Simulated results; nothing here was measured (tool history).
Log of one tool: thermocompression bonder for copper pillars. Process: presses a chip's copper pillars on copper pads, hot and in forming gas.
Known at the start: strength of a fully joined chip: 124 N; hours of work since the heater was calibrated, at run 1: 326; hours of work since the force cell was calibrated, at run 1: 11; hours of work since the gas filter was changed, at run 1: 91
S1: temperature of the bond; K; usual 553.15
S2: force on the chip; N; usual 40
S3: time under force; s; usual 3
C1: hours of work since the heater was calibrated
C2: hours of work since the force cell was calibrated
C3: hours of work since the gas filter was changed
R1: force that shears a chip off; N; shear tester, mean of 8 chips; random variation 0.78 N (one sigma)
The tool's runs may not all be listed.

run 1 day=0 | S1=553.15 S2=40 S3=3 | C1=326 C2=11 C3=91 | R1=75.3
run 2 day=1.167 | S1=553.15 S2=49 S3=3 | C1=340 C2=26 C3=105 | R1=86.7
run 3 day=2.083 | S1=553.15 S2=40 S3=3 | C1=352 C2=37 C3=117 | R1=73.3
run 4 day=2.917 | S1=553.15 S2=40 S3=3 | C1=362 C2=47 C3=127 | R1=75
run 5 day=4.254 | S1=553.15 S2=40 S3=3 | C1=379 C2=64 C3=144 | R1=73.6
run 6 day=5.05 | S1=553.15 S2=40 S3=3 | C1=389 C2=74 C3=154 | R1=73.3
run 7 day=6.579 | S1=553.15 S2=40 S3=3 | C1=408 C2=93 C3=173 | R1=73.6
run 8 day=7.996 | S1=553.15 S2=40 S3=3 | C1=426 C2=111 C3=191 | R1=73.6
run 9 day=8.829 | S1=553.15 S2=40 S3=3 | C1=436 C2=121 C3=201 | R1=72.4
run 10 day=10.025 | S1=553.15 S2=57 S3=3 | C1=451 C2=136 C3=216 | R1=91
run 11 day=10.962 | S1=553.15 S2=49 S3=3 | C1=463 C2=148 C3=228 | R1=83.7
run 12 day=12.021 | S1=553.15 S2=40 S3=2 | C1=476 C2=161 C3=241 | R1=65.4
run 13 day=13.233 | S1=553.15 S2=40 S3=3 | C1=491 C2=176 C3=256 | R1=71.8
run 14 day=14.65 | S1=553.15 S2=40 S3=3 | C1=508 C2=194 C3=273 | R1=71.8
run 15 day=15.775 | S1=553.15 S2=40 S3=3 | C1=522 C2=208 C3=288 | R1=71.8
-- day=15.908 forming gas filter changed
run 16 day=16.5 | S1=553.15 S2=40 S3=3 | C1=531 C2=216 C3=7 | R1=79.5
run 17 day=17.742 | S1=553.15 S2=40 S3=6 | C1=547 C2=232 C3=23 | R1=95
run 18 day=18.546 | S1=553.15 S2=40 S3=6 | C1=557 C2=242 C3=33 | R1=94.4
run 19 day=20.154 | S1=560.15 S2=59 S3=6 | C1=577 C2=262 C3=53 | R1=114.7
run 20 day=20.904 | S1=560.15 S2=36 S3=2 | C1=586 C2=271 C3=62 | R1=66.8
run 21 day=21.788 | S1=560.15 S2=36 S3=2 | C1=597 C2=282 C3=73 | R1=67.5
run 22 day=23.425 | S1=583.15 S2=27 S3=3 | C1=618 C2=303 C3=94 | R1=72.5
run 23 day=24.942 | S1=554.15 S2=36 S3=2 | C1=636 C2=322 C3=113 | R1=62.4
run 24 day=25.808 | S1=526.15 S2=45 S3=2 | C1=647 C2=332 C3=123 | R1=57.2
run 25 day=26.867 | S1=526.15 S2=35 S3=5 | C1=660 C2=346 C3=137 | R1=60
run 26 day=27.85 | S1=571.15 S2=27 S3=2 | C1=673 C2=358 C3=149 | R1=55.3
run 27 day=28.875 | S1=523.15 S2=24 S3=4 | C1=685 C2=371 C3=162 | R1=35.6
run 28 day=30.029 | S1=523.15 S2=24 S3=4 | C1=700 C2=385 C3=176 | R1=36.3
run 29 day=30.775 | S1=523.15 S2=59 S3=7 | C1=709 C2=394 C3=185 | R1=92.7
run 30 day=32.3 | S1=523.15 S2=28 S3=7 | C1=728 C2=413 C3=204 | R1=51.5

Forecast each of these 5 alternatives for the next run:
run A day=33.021 | S1=554.15 S2=28 S3=9 | C1=737 C2=422 C3=213 | R1=?
run B day=33.021 | S1=550.15 S2=25 S3=7 | C1=737 C2=422 C3=213 | R1=?
run C day=33.021 | S1=545.15 S2=25 S3=2 | C1=737 C2=422 C3=213 | R1=?
run D day=33.021 | S1=553.15 S2=39 S3=3 | C1=737 C2=422 C3=213 | R1=?
run E day=33.021 | S1=568.15 S2=42 S3=2 | C1=737 C2=422 C3=213 | R1=?

run=A R1=79.1
run=B R1=63.1
run=C R1=37.5
run=D R1=74.2
run=E R1=77.9
Without the tool's hidden state the same runs would have given:
run=A R1=79.4
run=B R1=62.4
run=C R1=36.3
run=D R1=74.1
run=E R1=78.6

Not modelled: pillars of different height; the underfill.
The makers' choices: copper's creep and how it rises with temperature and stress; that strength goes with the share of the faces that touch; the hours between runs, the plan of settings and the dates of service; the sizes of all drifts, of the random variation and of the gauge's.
